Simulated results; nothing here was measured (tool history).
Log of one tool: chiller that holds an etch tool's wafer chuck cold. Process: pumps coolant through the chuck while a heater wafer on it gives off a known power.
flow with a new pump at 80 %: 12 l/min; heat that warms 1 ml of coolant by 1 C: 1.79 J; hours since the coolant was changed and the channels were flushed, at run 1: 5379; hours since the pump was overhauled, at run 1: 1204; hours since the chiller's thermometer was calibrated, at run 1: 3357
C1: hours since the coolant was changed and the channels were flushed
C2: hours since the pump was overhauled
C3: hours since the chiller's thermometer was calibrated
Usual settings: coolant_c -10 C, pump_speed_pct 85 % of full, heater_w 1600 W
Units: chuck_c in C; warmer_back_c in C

Run 1, hour 0: usual settings; C1 5379; C2 1204; C3 3357. Result: chuck_c -0.1 C, warmer_back_c 4.36 C.
Run 2, hour 51: usual settings but coolant_c -11 C; C1 5430; C2 1255; C3 3408. Result: chuck_c -0.99 C, warmer_back_c 4.33 C.
Run 3, hour 90.9: usual settings but coolant_c -11 C; C1 5470; C2 1295; C3 3448. Result: chuck_c -1 C, warmer_back_c 4.34 C.
Run 4, hour 112.5: usual settings but coolant_c -11 C; C1 5491; C2 1316; C3 3470. Result: chuck_c -1 C, warmer_back_c 4.28 C.
Run 5, hour 139.6: usual settings but coolant_c -11 C; C1 5518; C2 1343; C3 3497. Result: chuck_c -1.05 C, warmer_back_c 4.32 C.
At hour 144: chiller's thermometer calibrated.
Run 6, hour 178.6: usual settings but coolant_c -11 C; C1 5556; C2 1381; C3 35. Result: chuck_c -1.17 C, warmer_back_c 4.3 C.
Run 7, hour 223.8: usual settings but coolant_c -11 C; C1 5601; C2 1427; C3 80. Result: chuck_c -1.31 C, warmer_back_c 4.3 C.
Run 8, hour 245.2: usual settings but pump_speed_pct 65 % of full; C1 5623; C2 1448; C3 101. Result: chuck_c 1.96 C, warmer_back_c 5.63 C.
Run 9, hour 278.3: usual settings but pump_speed_pct 65 % of full; C1 5656; C2 1481; C3 134. Result: chuck_c 2.09 C, warmer_back_c 5.6 C.
At hour 307.5: chiller's thermometer calibrated, once more.
Run 10, hour 308.7: usual settings but pump_speed_pct 86 % of full, heater_w 1020 W; C1 5685; C2 1511; C3 1. Result: chuck_c -3.26 C, warmer_back_c 2.73 C.
Run 11, hour 330: usual settings but pump_speed_pct 86 % of full, heater_w 1020 W; C1 5707; C2 1532; C3 23. Result: chuck_c -3.18 C, warmer_back_c 2.76 C.
Run 12, hour 382.2: usual settings but coolant_c -11 C, pump_speed_pct 79 % of full, heater_w 2344 W; C1 5759; C2 1584; C3 75. Result: chuck_c 5.1 C, warmer_back_c 6.79 C.
Run 13, hour 434.5: usual settings but coolant_c -11 C, pump_speed_pct 79 % of full, heater_w 2344 W; C1 5811; C2 1636; C3 127. Result: chuck_c 5.29 C, warmer_back_c 6.83 C.
Run 14, hour 472: usual settings but coolant_c -11 C, pump_speed_pct 79 % of full, heater_w 2344 W; C1 5849; C2 1674; C3 164. Result: chuck_c 5.18 C, warmer_back_c 6.83 C.
Run 15, hour 512.7: usual settings but coolant_c -2 C, pump_speed_pct 61 % of full, heater_w 857 W; C1 5889; C2 1715; C3 205. Result: chuck_c 5.12 C, warmer_back_c 3.21 C.
Run 16, hour 550.1: usual settings but coolant_c -2 C, heater_w 857 W; C1 5927; C2 1752; C3 243. Result: chuck_c 3.81 C, warmer_back_c 2.38 C.
Run 17, hour 571.8: usual settings but coolant_c -2 C, heater_w 857 W; C1 5948; C2 1774; C3 264. Result: chuck_c 3.81 C, warmer_back_c 2.33 C.

How the hidden state differs across the entries between the runs, from the last listed run before each to the first after it:
Between runs 5 and 6: chiller's thermometer calibrated (hour 144)
  heat passed by the chuck's channels, % of clean ones': 93 -> 92.9; flow at a given pump speed, % of a new pump's: 97.7 -> 97.6; coolant's true temperature over the reading, C: -0.43 -> -0.61
  measured less the result without the state, chuck_c: +0.3 -> +0.12 C; warmer_back_c: +0.1 -> +0.1 C
Between runs 9 and 10: chiller's thermometer calibrated, once more (hour 307.5)
  coolant's true temperature over the reading, C: -0.62 -> 0.09
  measured less the result without the state, chuck_c: +0.27 -> +0.56 C; warmer_back_c: +0.13 -> +0.07 C

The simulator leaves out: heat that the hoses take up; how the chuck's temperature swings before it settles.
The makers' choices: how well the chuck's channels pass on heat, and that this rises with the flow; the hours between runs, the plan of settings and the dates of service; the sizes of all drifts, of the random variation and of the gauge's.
